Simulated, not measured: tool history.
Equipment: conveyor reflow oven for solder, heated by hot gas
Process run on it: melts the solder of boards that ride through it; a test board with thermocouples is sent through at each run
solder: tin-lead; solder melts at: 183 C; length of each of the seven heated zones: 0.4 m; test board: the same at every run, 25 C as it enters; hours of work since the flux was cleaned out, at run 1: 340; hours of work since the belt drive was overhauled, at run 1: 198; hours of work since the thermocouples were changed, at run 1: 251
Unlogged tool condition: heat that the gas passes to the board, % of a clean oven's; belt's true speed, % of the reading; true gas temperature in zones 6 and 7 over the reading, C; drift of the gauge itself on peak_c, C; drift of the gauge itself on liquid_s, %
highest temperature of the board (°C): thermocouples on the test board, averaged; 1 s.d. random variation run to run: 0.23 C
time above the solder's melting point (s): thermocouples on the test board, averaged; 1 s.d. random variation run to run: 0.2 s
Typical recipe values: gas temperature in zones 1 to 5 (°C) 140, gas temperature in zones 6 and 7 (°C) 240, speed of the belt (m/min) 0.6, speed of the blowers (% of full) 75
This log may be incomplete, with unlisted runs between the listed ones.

| run | day | gas temperature in zones 1 to 5 (°C) | gas temperature in zones 6 and 7 (°C) | speed of the belt (m/min) | speed of the blowers (% of full) | hours of work since the flux was cleaned out | hours of work since the belt drive was overhauled | hours of work since the thermocouples were changed | highest temperature of the board (°C) | time above the solder's melting point (s) |
|---|---|---|---|---|---|---|---|---|---|---|
| 1 | 0 | 140 | 240 | 0.6 | 75 | 340 | 198 | 251 | 215 | 57.3 |
| 2 | 0.325 | 140 | 240 | 0.6 | 75 | 345 | 202 | 256 | 214.9 | 57 |
| 3 | 0.733 | 140 | 251 | 0.6 | 75 | 350 | 208 | 261 | 223 | 64.4 |
| 4 | 1.054 | 140 | 251 | 0.6 | 75 | 355 | 212 | 266 | 223 | 63.9 |
|  | 1.283 | flux residue cleaned out of gas plates and filters |
| 5 | 1.679 | 140 | 240 | 0.6 | 75 | 5 | 218 | 271 | 213.8 | 56.4 |
| 6 | 1.925 | 140 | 240 | 0.6 | 75 | 9 | 221 | 275 | 213.9 | 56 |
| 7 | 2.383 | 140 | 240 | 0.6 | 75 | 15 | 228 | 281 | 214 | 56.3 |
| 8 | 2.646 | 140 | 240 | 0.6 | 75 | 19 | 231 | 285 | 213.5 | 55.8 |
| 9 | 2.988 | 152 | 248 | 0.569 | 75 | 23 | 236 | 289 | 225 | 74.5 |
| 10 | 3.233 | 152 | 248 | 0.556 | 75 | 27 | 239 | 293 | 225.6 | 77 |
|  | 3.733 | flux residue cleaned out of gas plates and filters, once more |
| 11 | 3.875 | 152 | 248 | 0.556 | 75 | 2 | 245 | 299 | 229.7 | 79.6 |
| 12 | 4.221 | 140 | 240 | 0.681 | 75 | 7 | 250 | 303 | 213.2 | 49.2 |
| 13 | 4.612 | 140 | 240 | 0.644 | 75 | 12 | 255 | 309 | 215.6 | 54.1 |
| 14 | 5.067 | 140 | 240 | 0.644 | 75 | 18 | 261 | 315 | 215.3 | 54 |
| 15 | 5.404 | 143 | 240 | 0.487 | 55 | 23 | 266 | 319 | 218.1 | 75.5 |

Entry by entry between the runs, the difference in hidden state between the last listed run before and the first listed run after:
Logged between run 4 and run 5: flux residue cleaned out of gas plates and filters (day 1.283)
  heat that the gas passes to the board, % of a clean oven's: 88.9 -> 87.3; true gas temperature in zones 6 and 7 over the reading, C: -0.91 -> -0.93
  difference, measured minus the result without the unlogged condition, highest temperature of the board (°C): -4.8 -> -5.1; time above the solder's melting point (s): -3.4 -> -5
Logged between run 10 and run 11: flux residue cleaned out of gas plates and filters, once more (day 3.733)
  heat that the gas passes to the board, % of a clean oven's: 86.7 -> 99.7; true gas temperature in zones 6 and 7 over the reading, C: -1 -> -1.02
  difference, measured minus the result without the unlogged condition, highest temperature of the board (°C): -4.9 -> -0.8; time above the solder's melting point (s): -3.1 -> -0.2
